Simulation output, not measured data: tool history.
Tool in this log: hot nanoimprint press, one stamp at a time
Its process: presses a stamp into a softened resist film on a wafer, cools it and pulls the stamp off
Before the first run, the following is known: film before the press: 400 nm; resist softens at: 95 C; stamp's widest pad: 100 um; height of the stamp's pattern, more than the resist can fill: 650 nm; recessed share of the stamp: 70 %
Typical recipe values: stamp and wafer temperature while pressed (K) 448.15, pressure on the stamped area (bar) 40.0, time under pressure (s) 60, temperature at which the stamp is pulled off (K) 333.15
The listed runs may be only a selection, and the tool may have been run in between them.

run,hour,stamp and wafer temperature while pressed (K),pressure on the stamped area (bar),time under pressure (s),temperature at which the stamp is pulled off (K),resist left under the stamp's widest pad (nm),greatest force while the stamp is pulled off (N)
1,0.0,448.15,40.0,60,333.15,145.1,91.0
2,17.8,448.15,40.0,60,333.15,143.8,90.6
3,40.1,448.15,40.0,60,333.15,143.9,89.1
4,58.5,448.15,37.6,60,333.15,149.0,90.0
5,72.2,448.15,37.6,60,333.15,147.7,90.9
6,94.3,448.15,37.6,92,333.15,127.1,89.7
7,110.2,448.15,40.0,61,333.15,143.8,89.6
8,124.3,448.15,40.0,61,333.15,143.9,90.2
9,137.5,448.15,62.3,61,333.15,110.2,91.1
10,157.7,448.15,40.0,58,333.15,145.0,89.2
11,166.7,448.15,51.6,60,333.15,124.4,91.6
12,185.9,448.15,40.0,60,333.15,142.9,90.8
13,201.8,448.15,40.0,60,333.15,142.4,88.8
14,215.8,447.15,40.6,34,332.15,178.9,92.7
15,236.1,459.15,40.0,73,328.15,96.2,97.4
16,251.5,443.15,40.0,114,321.15,132.0,103.6
# hour 268.0: stamp cleaned and given a new release coat
17,278.7,443.15,40.0,114,321.15,131.2,105.8
18,288.4,443.15,40.0,114,321.15,130.9,105.1
19,301.7,448.15,57.2,86,333.15,101.7,89.2
20,317.4,448.15,57.2,86,333.15,101.3,89.6
21,330.7,451.15,40.0,42,331.15,148.1,92.3
22,342.4,439.15,40.3,42,331.15,212.0,93.1
23,355.7,460.15,43.6,50,320.15,102.6,107.3
24,373.1,460.15,43.6,50,319.15,103.2,109.1
25,384.0,443.15,47.5,38,331.15,177.9,93.0
26,404.9,443.15,47.5,38,331.15,178.0,94.4

Results for each run, recomputed without the tool's hidden state and with each run's random variation untouched:
Hidden state present: true temperature over the reading, C; pressure that arrives at the usual setting, %; grip of the stamp's worn release coat, % over a new coat's; drift of the gauge itself on residual_nm, %; drift of the gauge itself on pull_off_n, %.
run,resist left under the stamp's widest pad (nm)
1,145.0
2,143.8
3,144.0
4,149.2
5,147.9
6,127.4
7,144.2
8,144.4
9,110.6
10,145.7
11,125.0
12,143.7
13,143.3
14,180.1
15,96.9
16,133.1
17,132.4
18,132.1
19,102.7
20,102.3
21,149.7
22,214.3
23,103.8
24,104.5
25,180.2
26,180.4
greatest force while the stamp is pulled off (N): differs from the measured result by no more than 0.6 in any run.
